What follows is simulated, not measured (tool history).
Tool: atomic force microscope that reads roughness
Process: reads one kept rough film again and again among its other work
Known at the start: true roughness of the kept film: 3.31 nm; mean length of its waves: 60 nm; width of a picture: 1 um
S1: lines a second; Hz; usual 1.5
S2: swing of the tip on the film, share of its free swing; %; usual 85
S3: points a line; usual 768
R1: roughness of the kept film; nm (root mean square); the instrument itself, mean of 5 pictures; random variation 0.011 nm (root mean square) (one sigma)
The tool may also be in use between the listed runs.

{"run": 1, "day": 0.0, "S1": 1.5, "S2": 85, "S3": 768, "R1": 3.033}
{"run": 2, "day": 0.812, "S1": 1.5, "S2": 85, "S3": 768, "R1": 3.024}
{"run": 3, "day": 1.421, "S1": 1.5, "S2": 85, "S3": 768, "R1": 3.013}
{"run": 4, "day": 2.7, "S1": 1.5, "S2": 85, "S3": 768, "R1": 2.967}
{"run": 5, "day": 4.033, "S1": 0.56, "S2": 85, "S3": 768, "R1": 3.055}
{"run": 6, "day": 4.954, "S1": 1.5, "S2": 85, "S3": 768, "R1": 2.947}
{"run": 7, "day": 5.567, "S1": 1.5, "S2": 85, "S3": 768, "R1": 2.933}
{"run": 8, "day": 6.725, "S1": 1.5, "S2": 85, "S3": 768, "R1": 2.924}
{"day": 6.821, "done": "new tip fitted"}
{"run": 9, "day": 7.954, "S1": 1.5, "S2": 85, "S3": 768, "R1": 3.034}
{"run": 10, "day": 8.771, "S1": 1.5, "S2": 59, "S3": 768, "R1": 3.134}
{"run": 11, "day": 9.671, "S1": 1.5, "S2": 59, "S3": 640, "R1": 3.128}
{"run": 12, "day": 10.629, "S1": 1.5, "S2": 85, "S3": 768, "R1": 2.977}
{"run": 13, "day": 11.358, "S1": 1.5, "S2": 85, "S3": 768, "R1": 2.972}
{"run": 14, "day": 12.096, "S1": 3.57, "S2": 85, "S3": 559, "R1": 2.741}
{"run": 15, "day": 12.704, "S1": 3.57, "S2": 85, "S3": 559, "R1": 2.726}
{"run": 16, "day": 13.854, "S1": 0.92, "S2": 61, "S3": 831, "R1": 3.07}
{"day": 14.438, "done": "new tip fitted"}
{"run": 17, "day": 14.621, "S1": 0.74, "S2": 57, "S3": 947, "R1": 3.198}
{"run": 18, "day": 15.525, "S1": 0.74, "S2": 57, "S3": 947, "R1": 3.188}
{"run": 19, "day": 16.154, "S1": 1.14, "S2": 57, "S3": 915, "R1": 3.142}
{"run": 20, "day": 17.354, "S1": 0.67, "S2": 65, "S3": 768, "R1": 3.13}
{"run": 21, "day": 18.633, "S1": 1.5, "S2": 65, "S3": 768, "R1": 3.108}
{"run": 22, "day": 19.829, "S1": 0.54, "S2": 81, "S3": 272, "R1": 3.065}
{"run": 23, "day": 20.946, "S1": 2.16, "S2": 75, "S3": 606, "R1": 2.964}
{"run": 24, "day": 21.696, "S1": 1.01, "S2": 76, "S3": 588, "R1": 3.052}
{"day": 22.088, "done": "new tip fitted"}
{"run": 25, "day": 22.275, "S1": 1.01, "S2": 76, "S3": 588, "R1": 3.107}
{"run": 26, "day": 23.6, "S1": 1.01, "S2": 76, "S3": 588, "R1": 3.105}

3 ways to go on from here, each from the tool as it stands after run 26. What would each give?
{"run": "A", "day": 24.467, "S1": 0.71, "S2": 72, "S3": 673, "R1": "?"}
{"run": "B", "day": 24.467, "S1": 1.5, "S2": 56, "S3": 285, "R1": "?"}
{"run": "C", "day": 24.467, "S1": 0.67, "S2": 58, "S3": 689, "R1": "?"}

run=A R1=3.117
run=B R1=3.134
run=C R1=3.16
Without the tool's hidden state the same runs would have given:
run=A R1=3.177
run=B R1=3.193
run=C R1=3.22

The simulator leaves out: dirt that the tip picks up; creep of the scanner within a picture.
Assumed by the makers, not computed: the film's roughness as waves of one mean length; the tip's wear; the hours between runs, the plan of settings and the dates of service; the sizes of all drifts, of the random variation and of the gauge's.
